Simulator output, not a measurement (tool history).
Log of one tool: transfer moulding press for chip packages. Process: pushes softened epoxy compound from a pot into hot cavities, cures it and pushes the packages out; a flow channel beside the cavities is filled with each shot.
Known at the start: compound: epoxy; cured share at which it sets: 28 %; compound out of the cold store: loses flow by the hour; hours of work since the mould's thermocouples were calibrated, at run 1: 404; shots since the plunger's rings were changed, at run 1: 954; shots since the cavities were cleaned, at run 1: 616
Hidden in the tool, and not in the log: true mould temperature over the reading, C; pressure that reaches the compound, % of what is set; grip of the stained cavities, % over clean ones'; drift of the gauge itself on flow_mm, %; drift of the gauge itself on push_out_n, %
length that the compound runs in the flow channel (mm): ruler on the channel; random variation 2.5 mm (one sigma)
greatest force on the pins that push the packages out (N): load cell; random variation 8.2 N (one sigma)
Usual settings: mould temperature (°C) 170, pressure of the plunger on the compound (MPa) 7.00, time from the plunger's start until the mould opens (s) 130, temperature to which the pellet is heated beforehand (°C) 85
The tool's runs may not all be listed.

run	day	mould temperature (°C)	pressure of the plunger on the compound (MPa)	time from the plunger's start until the mould opens (s)	temperature to which the pellet is heated beforehand (°C)	hours of work since the mould's thermocouples were calibrated	shots since the plunger's rings were changed	shots since the cavities were cleaned	incoming compound's hours out of the cold store	length that the compound runs in the flow channel (mm)	greatest force on the pins that push the packages out (N)
1	0.000	170	7.00	130	85	404	954	616	21.5	849	566
# day 0.454: cavities cleaned with cleaning compound and waxed
2	2.712	170	7.00	130	85	433	1401	381	10.5	896	512
# day 4.692: cavities cleaned with cleaning compound and waxed
3	5.283	170	7.00	130	85	461	1825	100	29.9	805	382
4	7.942	170	7.00	159	85	490	2273	548	47.9	725	490
# day 8.950: cavities cleaned with cleaning compound and waxed
5	10.388	170	7.00	159	85	517	2676	243	28.6	800	421
# day 10.783: plunger's sealing rings changed
6	11.971	170	7.00	159	85	533	201	493	10.4	908	492
# day 13.133: cavities cleaned with cleaning compound and waxed
7	13.246	170	7.37	159	85	546	405	19	32.4	824	326
# day 13.571: mould's thermocouples calibrated
8	15.058	170	7.37	159	85	16	698	312	38.2	795	442
# day 17.379: cavities cleaned with cleaning compound and waxed
9	17.754	170	7.37	159	85	45	1142	63	20.9	868	366
10	19.242	170	7.00	145	85	62	1394	315	13.2	879	448
11	20.479	170	7.00	145	85	75	1602	523	14.7	867	517
# day 21.654: cavities cleaned with cleaning compound and waxed
12	23.238	170	7.00	145	85	105	2057	267	14.0	873	438
13	24.367	174	7.62	114	85	118	2248	458	16.9	871	514
# day 25.738: cavities cleaned with cleaning compound and waxed
14	25.858	174	7.62	114	85	133	2489	20	46.7	744	357
# day 27.371: plunger's sealing rings changed
15	27.371	174	7.62	114	85	149	0	258	31.9	832	471
# day 27.767: mould's thermocouples calibrated, once more
16	28.788	175	5.39	144	85	11	226	484	39.4	673	467
# day 30.088: cavities cleaned with cleaning compound and waxed
17	31.000	163	5.39	144	89	35	588	154	35.4	718	482
18	32.696	163	5.39	144	89	54	875	441	17.5	792	630
# day 34.304: cavities cleaned with cleaning compound and waxed
19	34.771	164	8.05	147	89	76	1215	79	34.0	876	439
20	37.104	165	7.00	130	84	102	1609	473	25.9	842	637
# day 38.462: cavities cleaned with cleaning compound and waxed
21	39.392	164	7.51	132	77	126	1984	156	12.4	943	544
22	41.062	163	7.51	132	77	145	2267	439	38.3	820	668

Forecast each of these 3 alternatives for the next run:
# day 42.629: cavities cleaned with cleaning compound and waxed
A	42.629	170	7.26	130	85	161	2520	0	18.2	?	?
# day 42.629: cavities cleaned with cleaning compound and waxed
B	42.629	164	7.51	133	94	161	2520	0	26.6	?	?
# day 42.629: cavities cleaned with cleaning compound and waxed
C	42.629	168	5.21	130	80	161	2520	0	17.5	?	?

run	length that the compound runs in the flow channel (mm)	greatest force on the pins that push the packages out (N)
A	863	372
B	869	426
C	742	378
Without the tool's hidden state the same runs would have given:
run	length that the compound runs in the flow channel (mm)	greatest force on the pins that push the packages out (N)
A	892	376
B	899	439
C	768	385
